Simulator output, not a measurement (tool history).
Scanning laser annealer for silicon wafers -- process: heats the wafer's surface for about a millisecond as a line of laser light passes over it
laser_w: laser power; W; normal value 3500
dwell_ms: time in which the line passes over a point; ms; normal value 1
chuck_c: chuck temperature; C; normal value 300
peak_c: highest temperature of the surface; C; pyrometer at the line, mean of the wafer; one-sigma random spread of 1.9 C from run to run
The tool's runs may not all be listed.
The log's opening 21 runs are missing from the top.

run	day	laser_w	dwell_ms	chuck_c	peak_c
22	15.829	3606	1.01	300	1146
23	16.812	3606	1.01	300	1141
24	17.6	3535	1.04	300	1142
25	18.646	3312	0.95	266	1021
26	19.175	3446	1	311	1114
27	20.058	3446	1	311	1117
28	20.65	3113	0.93	325	1032
29	21.192	3113	0.93	325	1032
30	22.138	3163	0.82	300	976
31	23.054	3325	0.78	294	986
32	23.838	3500	0.84	289	1040
33	24.283	3500	0.84	283	1040
34	24.854	3722	0.84	293	1085
35	25.942	3461	1.21	269	1153
36	26.529	3377	0.9	284	1038

Predict each of these 3 candidate next runs independently; none follows another, all start after run 36:
A	27.425	3377	0.74	284	?
B	27.425	3071	0.84	325	?
C	27.425	3500	1	320	?

run	peak_c
A	973
B	997
C	1134
Stripped of hidden state, with their random variation kept, the same runs would have yielded:
run	peak_c
A	974
B	997
C	1135
